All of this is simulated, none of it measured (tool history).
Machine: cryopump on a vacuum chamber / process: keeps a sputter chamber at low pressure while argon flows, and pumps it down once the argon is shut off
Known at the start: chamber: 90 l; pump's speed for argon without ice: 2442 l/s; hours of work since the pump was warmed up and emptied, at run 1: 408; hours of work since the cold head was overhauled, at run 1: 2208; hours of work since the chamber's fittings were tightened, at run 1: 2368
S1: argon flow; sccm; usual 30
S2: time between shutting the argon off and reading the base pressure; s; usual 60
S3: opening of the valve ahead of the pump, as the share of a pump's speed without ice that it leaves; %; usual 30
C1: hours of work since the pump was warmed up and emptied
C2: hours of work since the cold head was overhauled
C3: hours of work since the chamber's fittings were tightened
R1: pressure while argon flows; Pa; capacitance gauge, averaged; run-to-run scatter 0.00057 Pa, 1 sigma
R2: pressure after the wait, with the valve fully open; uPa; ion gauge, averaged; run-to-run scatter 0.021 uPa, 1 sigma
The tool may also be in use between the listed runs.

run 1 hour=0 | S1=30 S2=60 S3=30 | C1=408 C2=2208 C3=2368 | R1=0.0726 R2=0.94
run 2 hour=42.4 | S1=25 S2=60 S3=30 | C1=445 C2=2244 C3=2405 | R1=0.0613 R2=0.98
run 3 hour=83.8 | S1=25 S2=60 S3=30 | C1=481 C2=2280 C3=2440 | R1=0.0616 R2=0.97
run 4 hour=152.9 | S1=25 S2=60 S3=30 | C1=540 C2=2339 C3=2500 | R1=0.0614 R2=1.04
-- hour=178.4 pump warmed up, emptied and cooled again
run 5 hour=219.4 | S1=30 S2=60 S3=17 | C1=35 C2=2392 C3=2553 | R1=0.1223 R2=0.88
run 6 hour=279.6 | S1=30 S2=60 S3=18 | C1=87 C2=2444 C3=2605 | R1=0.1159 R2=0.91
run 7 hour=318.2 | S1=30 S2=60 S3=18 | C1=120 C2=2478 C3=2638 | R1=0.117 R2=0.96
run 8 hour=352.5 | S1=30 S2=60 S3=18 | C1=150 C2=2507 C3=2667 | R1=0.1173 R2=0.92
run 9 hour=399.8 | S1=30 S2=60 S3=18 | C1=191 C2=2548 C3=2708 | R1=0.1183 R2=0.98
run 10 hour=429.5 | S1=30 S2=60 S3=30 | C1=216 C2=2573 C3=2734 | R1=0.0716 R2=1
run 11 hour=471.7 | S1=30 S2=60 S3=30 | C1=253 C2=2610 C3=2770 | R1=0.0724 R2=1.02
run 12 hour=516.7 | S1=30 S2=60 S3=30 | C1=291 C2=2649 C3=2809 | R1=0.0721 R2=1
-- hour=546.9 leaking fittings of the chamber tightened, without venting
run 13 hour=562.6 | S1=30 S2=60 S3=29 | C1=329 C2=2686 C3=13 | R1=0.075 R2=0.39
run 14 hour=613 | S1=30 S2=60 S3=29 | C1=373 C2=2730 C3=57 | R1=0.0753 R2=0.43
run 15 hour=646.7 | S1=30 S2=60 S3=29 | C1=402 C2=2759 C3=86 | R1=0.0759 R2=0.47
run 16 hour=684.9 | S1=30 S2=60 S3=30 | C1=435 C2=2792 C3=119 | R1=0.0731 R2=0.42
run 17 hour=753.6 | S1=30 S2=60 S3=30 | C1=494 C2=2851 C3=178 | R1=0.0749 R2=0.44
run 18 hour=787.5 | S1=30 S2=159 S3=30 | C1=523 C2=2880 C3=207 | R1=0.0753 R2=0.3
-- hour=829 pump warmed up, emptied and cooled again
run 19 hour=844.3 | S1=30 S2=159 S3=30 | C1=13 C2=2925 C3=252 | R1=0.0709 R2=0.26
run 20 hour=906.8 | S1=30 S2=159 S3=30 | C1=67 C2=2978 C3=306 | R1=0.0704 R2=0.31
run 21 hour=935.8 | S1=14 S2=46 S3=30 | C1=92 C2=3003 C3=331 | R1=0.0321 R2=0.56
run 22 hour=987.1 | S1=47 S2=58 S3=54 | C1=136 C2=3048 C3=375 | R1=0.0638 R2=0.51
run 23 hour=1044.6 | S1=47 S2=295 S3=54 | C1=186 C2=3097 C3=424 | R1=0.0644 R2=0.29
run 24 hour=1107.1 | S1=47 S2=295 S3=54 | C1=240 C2=3151 C3=478 | R1=0.0649 R2=0.27
run 25 hour=1171.5 | S1=34 S2=28 S3=32 | C1=295 C2=3206 C3=534 | R1=0.0785 R2=0.87
run 26 hour=1238.4 | S1=39 S2=37 S3=30 | C1=353 C2=3264 C3=591 | R1=0.0942 R2=0.7
run 27 hour=1301.1 | S1=23 S2=21 S3=30 | C1=407 C2=3318 C3=645 | R1=0.0561 R2=1.07
run 28 hour=1369 | S1=23 S2=140 S3=30 | C1=465 C2=3377 C3=704 | R1=0.0566 R2=0.41
run 29 hour=1429.3 | S1=23 S2=140 S3=30 | C1=517 C2=3428 C3=756 | R1=0.0575 R2=0.43
-- hour=1478.2 pump warmed up, emptied and cooled again
run 30 hour=1490.9 | S1=23 S2=140 S3=30 | C1=11 C2=3477 C3=804 | R1=0.0544 R2=0.44
run 31 hour=1522.5 | S1=30 S2=77 S3=34 | C1=38 C2=3504 C3=832 | R1=0.0629 R2=0.5
run 32 hour=1566.2 | S1=30 S2=77 S3=34 | C1=76 C2=3542 C3=869 | R1=0.0634 R2=0.49
run 33 hour=1608.1 | S1=51 S2=147 S3=30 | C1=112 C2=3578 C3=905 | R1=0.1217 R2=0.44
run 34 hour=1669.1 | S1=30 S2=28 S3=22 | C1=164 C2=3631 C3=958 | R1=0.0959 R2=0.87

3 ways to go on from here, each from the tool as it stands after run 34. What would each give?
run A hour=1734.4 | S1=49 S2=32 S3=40 | C1=221 C2=3687 C3=1014 | R1=? R2=?
run B hour=1734.4 | S1=42 S2=28 S3=33 | C1=221 C2=3687 C3=1014 | R1=? R2=?
run C hour=1734.4 | S1=28 S2=60 S3=57 | C1=221 C2=3687 C3=1014 | R1=? R2=?

run=A R1=0.0899 R2=0.82
run=B R1=0.0915 R2=0.92
run=C R1=0.0371 R2=0.62
Had the tool no hidden state, the same runs would have come out as:
run=A R1=0.0851 R2=0.59
run=B R1=0.0874 R2=0.68
run=C R1=0.0344 R2=0.38

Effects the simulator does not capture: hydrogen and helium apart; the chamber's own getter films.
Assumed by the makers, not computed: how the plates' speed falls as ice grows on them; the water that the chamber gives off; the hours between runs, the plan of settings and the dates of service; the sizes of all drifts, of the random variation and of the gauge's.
